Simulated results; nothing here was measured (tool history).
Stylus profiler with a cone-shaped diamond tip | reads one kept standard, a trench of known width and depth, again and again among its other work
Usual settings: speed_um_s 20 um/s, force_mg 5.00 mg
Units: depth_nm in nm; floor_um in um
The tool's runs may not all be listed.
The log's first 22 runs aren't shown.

run	hour	speed_um_s	force_mg	depth_nm	floor_um
# hour 308.1: height scale calibrated on a step standard
23	318.7	7	5.00	1015.07	15.69
24	331.6	63	2.29	1010.11	15.42
25	342.1	76	4.10	1013.64	15.45
26	358.0	20	2.20	1009.83	15.62
# hour 373.5: height scale calibrated on a step standard, once more
27	378.1	20	2.20	1008.29	15.56
28	396.0	20	11.89	1024.53	15.58
29	411.0	20	11.89	1024.41	15.59
30	424.1	20	11.89	1024.64	15.58
31	442.3	27	2.66	1010.18	15.49
32	453.0	8	5.65	1015.21	15.59
33	471.3	8	5.65	1015.19	15.57
34	484.0	8	7.80	1018.85	15.58
35	502.8	21	2.12	1008.20	15.45
36	511.6	27	1.96	1008.07	15.41
37	524.6	26	5.00	1014.44	15.49
38	538.3	7	5.00	1014.12	15.50
39	557.1	7	5.00	1014.57	15.50
40	576.5	7	5.00	1015.04	15.47
41	596.1	15	4.58	1013.48	15.42
42	611.4	15	4.58	1013.57	15.48
43	623.3	32	5.00	1014.38	15.38
44	643.3	41	1.78	1008.21	15.23
45	661.2	58	3.15	1011.17	15.17

4 ways to go on from here, each from the tool as it stands after run 45. What would each give?
A	675.3	57	5.00	?	?
B	675.3	22	9.04	?	?
C	675.3	24	4.09	?	?
D	675.3	5	12.23	?	?

run	depth_nm	floor_um
A	1014.53	15.22
B	1021.43	15.43
C	1013.11	15.38
D	1025.56	15.48
Without the tool's hidden state the same runs would have given:
run	depth_nm	floor_um
A	1013.36	15.78
B	1020.26	15.99
C	1011.95	15.93
D	1024.38	16.04
